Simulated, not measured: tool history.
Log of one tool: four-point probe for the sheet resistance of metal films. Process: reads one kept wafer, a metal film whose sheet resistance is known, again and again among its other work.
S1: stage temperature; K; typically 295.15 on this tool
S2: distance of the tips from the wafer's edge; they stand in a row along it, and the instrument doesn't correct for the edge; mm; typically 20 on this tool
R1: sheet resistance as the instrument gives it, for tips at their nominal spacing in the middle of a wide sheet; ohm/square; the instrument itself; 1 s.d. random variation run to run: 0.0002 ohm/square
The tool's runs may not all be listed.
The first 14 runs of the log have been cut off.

run 15 hour=411.3 | S1=298.15 S2=20 | R1=0.994466
run 16 hour=427.9 | S1=295.15 S2=20 | R1=0.998058
run 17 hour=465.2 | S1=295.15 S2=20 | R1=0.998067
run 18 hour=492.7 | S1=295.15 S2=20 | R1=0.998144
run 19 hour=515.7 | S1=295.15 S2=8 | R1=1.001153
run 20 hour=549.3 | S1=295.15 S2=8 | R1=1.001137
run 21 hour=583.4 | S1=295.15 S2=20 | R1=0.998077
run 22 hour=612.8 | S1=295.15 S2=20 | R1=0.998381
run 23 hour=634.3 | S1=295.15 S2=20 | R1=0.998391
run 24 hour=660.5 | S1=296.15 S2=4 | R1=1.009839
run 25 hour=698.5 | S1=301.15 S2=5 | R1=0.998890
run 26 hour=719.1 | S1=301.15 S2=41 | R1=0.990096
-- hour=722.7 stage's thermometer calibrated
run 27 hour=749.8 | S1=296.15 S2=16 | R1=0.997107
run 28 hour=787.5 | S1=296.15 S2=16 | R1=0.997134
run 29 hour=804.3 | S1=303.15 S2=16 | R1=0.989007
run 30 hour=824.1 | S1=303.15 S2=16 | R1=0.988836
run 31 hour=853.7 | S1=292.15 S2=16 | R1=1.002210
-- hour=885.7 stage's thermometer calibrated, once more
run 32 hour=891.7 | S1=292.15 S2=11 | R1=1.003873
run 33 hour=911.3 | S1=292.15 S2=4 | R1=1.016038
run 34 hour=942.2 | S1=291.15 S2=40 | R1=1.003820
run 35 hour=974.5 | S1=291.15 S2=40 | R1=1.003746
run 36 hour=999.5 | S1=293.15 S2=70 | R1=1.001402
run 37 hour=1016.7 | S1=300.15 S2=3 | R1=1.015669

Run 38 has not been measured yet. What should we expect?
run 38 hour=1048.7 | S1=300.15 S2=3 | R1=?

R1: 1.015427 ohm/square
With no hidden state in the tool, this same run would have given R1 1.010606 ohm/square.
